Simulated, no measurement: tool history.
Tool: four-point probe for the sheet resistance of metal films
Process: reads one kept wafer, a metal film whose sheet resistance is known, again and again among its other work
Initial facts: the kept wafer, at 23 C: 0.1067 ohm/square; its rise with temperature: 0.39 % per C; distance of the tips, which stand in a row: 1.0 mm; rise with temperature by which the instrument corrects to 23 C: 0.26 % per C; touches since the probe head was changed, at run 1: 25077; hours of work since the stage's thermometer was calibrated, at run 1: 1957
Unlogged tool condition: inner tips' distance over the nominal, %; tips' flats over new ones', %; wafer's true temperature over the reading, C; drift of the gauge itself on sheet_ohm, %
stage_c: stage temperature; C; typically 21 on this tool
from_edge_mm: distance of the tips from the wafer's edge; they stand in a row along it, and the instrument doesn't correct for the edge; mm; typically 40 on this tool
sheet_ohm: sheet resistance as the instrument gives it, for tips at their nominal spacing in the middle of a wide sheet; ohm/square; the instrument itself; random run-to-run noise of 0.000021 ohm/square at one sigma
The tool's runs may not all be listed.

run   hour  stage_c  from_edge_mm  touches since the probe head was changed  hours of work since the stage's thermometer was calibrated  sheet_ohm
  1      0       21            40                                     25077                                                        1957   0.105999
  2   22.9       21            40                                     25555                                                        1974   0.105996
  3   66.4       21            40                                     26465                                                        2004   0.105965
  4   90.8       21            40                                     26976                                                        2021   0.105913
  5  119.5       21            40                                     27577                                                        2041    0.10594
  6  160.6       21            40                                     28437                                                        2070   0.105916
  7  207.6       21            40                                     29421                                                        2103   0.105908
  8  232.8       32            40                                     29947                                                        2121   0.107319
  9  254.3       32            40                                     30398                                                        2136   0.107303
 10  275.7       27            40                                     30846                                                        2151    0.10667
 11    324       27            13                                     31857                                                        2185   0.106936
 12  363.2       27            13                                     32676                                                        2213   0.106945
 13  402.8       27            13                                     33505                                                        2241   0.106949
 14  448.2       21             5                                     34455                                                        2272   0.107997
 15  472.4       21             4                                     34961                                                        2289   0.109213
 16  512.1       21             4                                     35794                                                        2317   0.109174
 17  557.9       21             4                                     36752                                                        2350   0.109178
 18  581.2       21             4                                     37240                                                        2366   0.109187
 19  612.1       21            40                                     37885                                                        2388   0.105716
 20  659.2       21            40                                     38870                                                        2421   0.105754
 21  681.8       21            40                                     39343                                                        2437   0.105735
 22  704.4       25            40                                     39817                                                        2452   0.106222
 23  733.4       21            20                                     40423                                                        2473   0.105839
 24  766.2       21            20                                     41111                                                        2496    0.10574
 25  800.3       20            16                                     41823                                                        2520   0.105755

Run 26 comes next. What will it give?
 26  833.5       20            16                                     42519                                                        2543          ?

{"run 26": {"sheet_ohm": 0.10574}}
Had the tool carried no hidden state, the very same run would have given sheet_ohm 0.10654 ohm/square.
